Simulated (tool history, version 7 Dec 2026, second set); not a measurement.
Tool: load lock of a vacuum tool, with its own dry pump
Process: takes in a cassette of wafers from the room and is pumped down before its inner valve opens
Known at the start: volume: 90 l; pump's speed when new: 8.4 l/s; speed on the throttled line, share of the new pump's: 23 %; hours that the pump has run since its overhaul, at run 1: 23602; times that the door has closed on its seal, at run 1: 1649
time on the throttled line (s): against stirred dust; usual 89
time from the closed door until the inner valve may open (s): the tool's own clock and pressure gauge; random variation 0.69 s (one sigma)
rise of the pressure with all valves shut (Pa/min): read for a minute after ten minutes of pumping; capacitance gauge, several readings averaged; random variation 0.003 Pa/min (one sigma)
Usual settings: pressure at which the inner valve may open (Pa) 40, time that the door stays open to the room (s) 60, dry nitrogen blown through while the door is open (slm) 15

run    hour  time on the throttled line (s)  pressure at which the inner valve may open (Pa)  time that the door stays open to the room (s)  dry nitrogen blown through while the door is open (slm)  hours that the pump has run since its overhaul  times that the door has closed on its seal  incoming humidity of the room's air, %  time from the closed door until the inner valve may open (s)  rise of the pressure with all valves shut (Pa/min)
  1     0.0                              89                                               40                                             60                                                       15                                           23602                                        1649                                    46.1                                                         168.5                                               0.036
      337.6  -- dry pump taken out, an overhauled one fitted
  2   337.6                              89                                               40                                            104                                                       15                                               0                                        2036                                    45.4                                                         152.2                                               0.055
  3   539.5                              89                                               40                                            119                                                       15                                             202                                        2272                                    43.1                                                         151.7                                               0.059
  4   753.8                              62                                               40                                             60                                                       15                                             416                                        2522                                    45.9                                                         130.8                                               0.038
  5  1135.7                              62                                               40                                             60                                                       15                                             798                                        2969                                    45.0                                                         132.2                                               0.037
  6  1393.7                              62                                               40                                             60                                                       15                                            1056                                        3270                                    46.7                                                         132.4                                               0.037
  7  1678.6                              83                                               58                                             31                                                        7                                            1341                                        3603                                    40.6                                                         143.6                                               0.032
  8  1992.7                             119                                               56                                             31                                                        9                                            1655                                        3970                                    45.2                                                         173.9                                               0.026
  9  2212.2                             119                                               56                                             31                                                        9                                            1875                                        4226                                    44.2                                                         172.1                                               0.025
 10  2412.8                              89                                               40                                            134                                                       27                                            2075                                        4460                                    45.4                                                         152.0                                               0.056

Measured less the same run without the tool's hidden state. The same run-to-run variation is in both; the gauge's scatter may not be:
The hidden state here: pump's speed, % of a new pump's; leak at the door's seal, Pa l/s; drift of the gauge itself on ready_s, %; drift of the gauge itself on rise_pa_min, %.
run  time from the closed door until the inner valve may open (s)  rise of the pressure with all valves shut (Pa/min)
  1                                                         +15.1                                              +0.002
  2                                                          -0.6                                              +0.003
  3                                                          -0.5                                              +0.003
  4                                                          -0.4                                              +0.003
  5                                                          -0.2                                              +0.004
  6                                                          -0.2                                              +0.004
  7                                                          +0.0                                              +0.005
  8                                                          +0.1                                              +0.005
  9                                                          +0.2                                              +0.005
 10                                                          +0.3                                              +0.005
